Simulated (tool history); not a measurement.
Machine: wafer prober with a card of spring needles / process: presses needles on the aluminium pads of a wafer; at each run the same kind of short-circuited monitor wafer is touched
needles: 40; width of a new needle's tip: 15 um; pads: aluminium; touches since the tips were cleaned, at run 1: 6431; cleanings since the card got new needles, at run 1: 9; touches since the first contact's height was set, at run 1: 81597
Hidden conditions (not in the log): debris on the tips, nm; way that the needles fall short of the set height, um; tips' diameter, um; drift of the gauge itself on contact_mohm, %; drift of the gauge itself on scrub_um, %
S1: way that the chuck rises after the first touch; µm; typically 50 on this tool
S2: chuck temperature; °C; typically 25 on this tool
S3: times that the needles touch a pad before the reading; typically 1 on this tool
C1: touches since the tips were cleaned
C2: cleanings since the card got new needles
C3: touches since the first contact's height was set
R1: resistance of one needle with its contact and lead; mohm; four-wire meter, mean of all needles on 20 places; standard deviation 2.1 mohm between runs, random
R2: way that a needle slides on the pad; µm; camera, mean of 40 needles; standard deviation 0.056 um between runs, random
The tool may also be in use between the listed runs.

run 1 day=0 | S1=50 S2=25 S3=1 | C1=6431 C2=9 C3=81597 | R1=230 R2=13.4
-- day=0.088 tips cleaned on abrasive film
run 2 day=0.662 | S1=50 S2=25 S3=1 | C1=2401 C2=10 C3=84348 | R1=231 R2=13.51
run 3 day=1.467 | S1=50 S2=25 S3=1 | C1=5757 C2=10 C3=87704 | R1=227 R2=13.6
-- day=1.746 tips cleaned on abrasive film
run 4 day=1.954 | S1=50 S2=25 S3=1 | C1=871 C2=11 C3=89721 | R1=231 R2=13.63
run 5 day=2.329 | S1=50 S2=25 S3=1 | C1=2450 C2=11 C3=91300 | R1=235 R2=13.64
run 6 day=2.846 | S1=50 S2=25 S3=1 | C1=4602 C2=11 C3=93452 | R1=230 R2=13.6
run 7 day=3.292 | S1=50 S2=25 S3=1 | C1=6475 C2=11 C3=95325 | R1=229 R2=13.71
-- day=3.358 tips cleaned on abrasive film
run 8 day=3.821 | S1=50 S2=81 S3=1 | C1=1933 C2=12 C3=97515 | R1=243 R2=13.75
run 9 day=4.442 | S1=50 S2=38 S3=1 | C1=4532 C2=12 C3=100114 | R1=231 R2=13.77
run 10 day=4.858 | S1=32 S2=38 S3=1 | C1=6264 C2=12 C3=101846 | R1=237 R2=8.73
-- day=4.992 tips cleaned on abrasive film
run 11 day=5.308 | S1=40 S2=119 S3=1 | C1=1329 C2=13 C3=103717 | R1=254 R2=10.94
run 12 day=6.075 | S1=40 S2=119 S3=1 | C1=4527 C2=13 C3=106915 | R1=254 R2=11.06
-- day=6.629 tips cleaned on abrasive film
run 13 day=6.721 | S1=40 S2=119 S3=1 | C1=396 C2=14 C3=109604 | R1=256 R2=11
run 14 day=7.258 | S1=40 S2=83 S3=1 | C1=2628 C2=14 C3=111836 | R1=244 R2=11.05
-- day=7.771 gauge calibrated
run 15 day=7.942 | S1=56 S2=53 S3=1 | C1=5494 C2=14 C3=114702 | R1=233 R2=15.05

3 options for the next run, each taken on its own from the tool as it stands now. Forecast them:
-- day=8.267 tips cleaned on abrasive film
run A day=8.321 | S1=64 S2=63 S3=1 | C1=220 C2=15 C3=116267 | R1=? R2=?
-- day=8.267 tips cleaned on abrasive film
run B day=8.321 | S1=54 S2=34 S3=1 | C1=220 C2=15 C3=116267 | R1=? R2=?
-- day=8.267 tips cleaned on abrasive film
run C day=8.321 | S1=31 S2=27 S3=1 | C1=220 C2=15 C3=116267 | R1=? R2=?

run=A R1=239 R2=17.31
run=B R1=226 R2=14.65
run=C R1=237 R2=8.45
The same runs, with their run-to-run variation unchanged, on a tool lacking any hidden condition would have given:
run=A R1=239 R2=17.27
run=B R1=226 R2=14.63
run=C R1=237 R2=8.44
